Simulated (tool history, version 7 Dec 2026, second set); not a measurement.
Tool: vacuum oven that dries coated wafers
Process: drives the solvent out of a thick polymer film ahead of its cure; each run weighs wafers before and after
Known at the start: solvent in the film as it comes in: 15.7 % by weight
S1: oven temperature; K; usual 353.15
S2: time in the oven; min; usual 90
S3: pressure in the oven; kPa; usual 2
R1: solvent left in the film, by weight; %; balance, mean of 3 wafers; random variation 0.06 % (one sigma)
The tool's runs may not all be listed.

{"run": 1, "hour": 0.0, "S1": 353.15, "S2": 90, "S3": 2, "R1": 4.63}
{"run": 2, "hour": 12.5, "S1": 353.15, "S2": 90, "S3": 2, "R1": 4.54}
{"run": 3, "hour": 18.9, "S1": 353.15, "S2": 90, "S3": 2, "R1": 4.49}
{"run": 4, "hour": 25.3, "S1": 353.15, "S2": 90, "S3": 2, "R1": 4.56}
{"run": 5, "hour": 37.9, "S1": 353.15, "S2": 90, "S3": 2, "R1": 4.66}
{"run": 6, "hour": 45.5, "S1": 367.15, "S2": 90, "S3": 2, "R1": 2.14}
{"run": 7, "hour": 53.3, "S1": 367.15, "S2": 73, "S3": 2, "R1": 2.31}
{"run": 8, "hour": 66.7, "S1": 353.15, "S2": 90, "S3": 3.28, "R1": 6.47}
{"run": 9, "hour": 76.2, "S1": 353.15, "S2": 66, "S3": 2, "R1": 5.49}
{"run": 10, "hour": 88.4, "S1": 353.15, "S2": 66, "S3": 2, "R1": 5.4}
{"run": 11, "hour": 99.8, "S1": 353.15, "S2": 90, "S3": 2, "R1": 4.58}
{"run": 12, "hour": 109.3, "S1": 353.15, "S2": 90, "S3": 2, "R1": 4.65}
{"hour": 112.2, "done": "oven's thermocouples calibrated"}
{"run": 13, "hour": 118.1, "S1": 353.15, "S2": 101, "S3": 2, "R1": 4.31}
{"run": 14, "hour": 130.6, "S1": 363.15, "S2": 90, "S3": 2, "R1": 2.48}
{"run": 15, "hour": 142.2, "S1": 363.15, "S2": 90, "S3": 2, "R1": 2.53}
{"run": 16, "hour": 149.8, "S1": 363.15, "S2": 90, "S3": 2, "R1": 2.62}
{"run": 17, "hour": 160.9, "S1": 363.15, "S2": 90, "S3": 2, "R1": 2.48}
{"run": 18, "hour": 172.0, "S1": 363.15, "S2": 90, "S3": 2, "R1": 2.58}
{"run": 19, "hour": 181.1, "S1": 353.15, "S2": 90, "S3": 2, "R1": 4.47}
{"hour": 194.7, "done": "oven's thermocouples calibrated, once more"}
{"run": 20, "hour": 196.1, "S1": 353.15, "S2": 90, "S3": 2, "R1": 4.76}
{"run": 21, "hour": 203.4, "S1": 342.15, "S2": 90, "S3": 2, "R1": 8.04}
{"run": 22, "hour": 216.4, "S1": 360.15, "S2": 90, "S3": 5.83, "R1": 7.84}
{"run": 23, "hour": 225.5, "S1": 360.15, "S2": 90, "S3": 5.83, "R1": 7.61}
{"run": 24, "hour": 240.0, "S1": 347.15, "S2": 90, "S3": 2.9, "R1": 7.96}
{"run": 25, "hour": 247.4, "S1": 353.15, "S2": 65, "S3": 2, "R1": 5.55}
{"run": 26, "hour": 261.7, "S1": 353.15, "S2": 65, "S3": 2, "R1": 5.54}
{"run": 27, "hour": 270.6, "S1": 360.15, "S2": 144, "S3": 3.38, "R1": 4.43}
{"run": 28, "hour": 285.1, "S1": 360.15, "S2": 144, "S3": 3.38, "R1": 4.49}
{"run": 29, "hour": 296.8, "S1": 339.15, "S2": 75, "S3": 7.03, "R1": 15.71}
{"run": 30, "hour": 308.4, "S1": 339.15, "S2": 75, "S3": 7.03, "R1": 15.51}
{"run": 31, "hour": 315.3, "S1": 339.15, "S2": 75, "S3": 7.03, "R1": 15.74}
{"run": 32, "hour": 324.3, "S1": 363.15, "S2": 63, "S3": 2.09, "R1": 3.3}
{"run": 33, "hour": 336.5, "S1": 353.15, "S2": 141, "S3": 2, "R1": 3.81}
{"run": 34, "hour": 347.7, "S1": 353.15, "S2": 132, "S3": 2, "R1": 3.96}
{"run": 35, "hour": 355.8, "S1": 353.15, "S2": 132, "S3": 2, "R1": 3.94}
{"run": 36, "hour": 363.9, "S1": 350.15, "S2": 107, "S3": 5.02, "R1": 9.99}
{"run": 37, "hour": 371.6, "S1": 350.15, "S2": 107, "S3": 5.02, "R1": 10.31}
{"run": 38, "hour": 385.2, "S1": 358.15, "S2": 107, "S3": 1.5, "R1": 2.62}
{"run": 39, "hour": 395.8, "S1": 359.15, "S2": 143, "S3": 3.59, "R1": 4.88}
{"run": 40, "hour": 402.6, "S1": 353.15, "S2": 90, "S3": 1.19, "R1": 3.4}
{"run": 41, "hour": 413.2, "S1": 353.15, "S2": 90, "S3": 1.19, "R1": 3.43}
{"run": 42, "hour": 428.1, "S1": 362.15, "S2": 70, "S3": 7.05, "R1": 8.72}

Some steps in R1 between neighbouring runs. How much of each would the tool show without its hidden state too (settings, what came in, random variation), and how much is left for the hidden state, with any gauge scatter that isn't in both results?
The hidden state here: true wafer temperature over the reading, C; true pressure over the reading, kPa; drift of the gauge itself on solvent_pct, %.
Run 28 -> 29: S1 360.15 -> 339.15, S2 144 -> 75, S3 3.38 -> 7.03. R1 +11.22 %: hidden state -0.04, all else +11.26.
Run 31 -> 32: S1 339.15 -> 363.15, S2 75 -> 63, S3 7.03 -> 2.09. R1 -12.44 %: hidden state +0, all else -12.44.
Run 35 -> 36: S1 353.15 -> 350.15, S2 132 -> 107, S3 2 -> 5.02. R1 +6.05 %: hidden state -0.13, all else +6.18.
Run 37 -> 38: S1 350.15 -> 358.15, S3 5.02 -> 1.5. R1 -7.69 %: hidden state +0.14, all else -7.83.
Run 41 -> 42: S1 353.15 -> 362.15, S2 90 -> 70, S3 1.19 -> 7.05. R1 +5.29 %: hidden state -0.15, all else +5.44.

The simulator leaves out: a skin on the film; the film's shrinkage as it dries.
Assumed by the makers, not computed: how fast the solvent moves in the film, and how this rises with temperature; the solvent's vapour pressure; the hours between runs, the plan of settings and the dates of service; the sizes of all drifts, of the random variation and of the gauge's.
